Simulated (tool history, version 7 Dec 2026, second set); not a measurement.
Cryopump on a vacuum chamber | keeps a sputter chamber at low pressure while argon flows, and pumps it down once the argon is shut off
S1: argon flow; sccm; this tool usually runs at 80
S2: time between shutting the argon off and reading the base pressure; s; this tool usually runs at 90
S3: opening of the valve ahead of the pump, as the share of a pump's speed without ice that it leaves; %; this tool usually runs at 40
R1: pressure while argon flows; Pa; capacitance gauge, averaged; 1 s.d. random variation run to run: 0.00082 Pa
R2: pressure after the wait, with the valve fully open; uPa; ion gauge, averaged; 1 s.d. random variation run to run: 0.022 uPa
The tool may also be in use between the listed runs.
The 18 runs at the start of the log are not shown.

| run | hour | S1 | S2 | S3 | R1 | R2 |
|---|---|---|---|---|---|---|
| 19 | 302.8 | 80 | 79 | 40 | 0.179 | 1.04 |
| 20 | 313.4 | 80 | 79 | 40 | 0.1807 | 0.97 |
| 21 | 331.3 | 80 | 79 | 40 | 0.1811 | 1.01 |
| 22 | 353.5 | 89 | 79 | 33 | 0.2376 | 1.01 |
| 23 | 369.4 | 112 | 223 | 16 | 0.5954 | 0.72 |
| 24 | 382.7 | 147 | 71 | 42 | 0.3193 | 1.11 |
| 25 | 401.3 | 56 | 90 | 59 | 0.0908 | 1 |
| 26 | 416.4 | 85 | 67 | 52 | 0.1536 | 1.12 |
| 27 | 437.2 | 80 | 241 | 40 | 0.1833 | 0.73 |
| 28 | 452.6 | 80 | 26 | 22 | 0.3117 | 2.14 |
| 29 | 474.8 | 152 | 273 | 40 | 0.3479 | 0.77 |
| 30 | 497.3 | 159 | 158 | 37 | 0.3942 | 0.84 |
| 31 | 514.4 | 51 | 110 | 18 | 0.2423 | 0.97 |
| 32 | 535.9 | 51 | 110 | 18 | 0.2449 | 0.96 |

4 options for the next run, each taken on its own from the tool as it stands now. Forecast them:
| A | 557.1 | 56 | 83 | 40 | ? | ? |
| B | 557.1 | 39 | 110 | 18 | ? | ? |
| C | 557.1 | 93 | 90 | 24 | ? | ? |
| D | 557.1 | 116 | 28 | 45 | ? | ? |

| run | R1 | R2 |
|---|---|---|
| A | 0.1309 | 1.09 |
| B | 0.1875 | 0.99 |
| C | 0.3411 | 1.06 |
| D | 0.2438 | 2.09 |
What these runs would have given with no unlogged condition in the tool:
| run | R1 | R2 |
|---|---|---|
| A | 0.1138 | 0.62 |
| B | 0.1756 | 0.53 |
| C | 0.313 | 0.6 |
| D | 0.2086 | 1.63 |
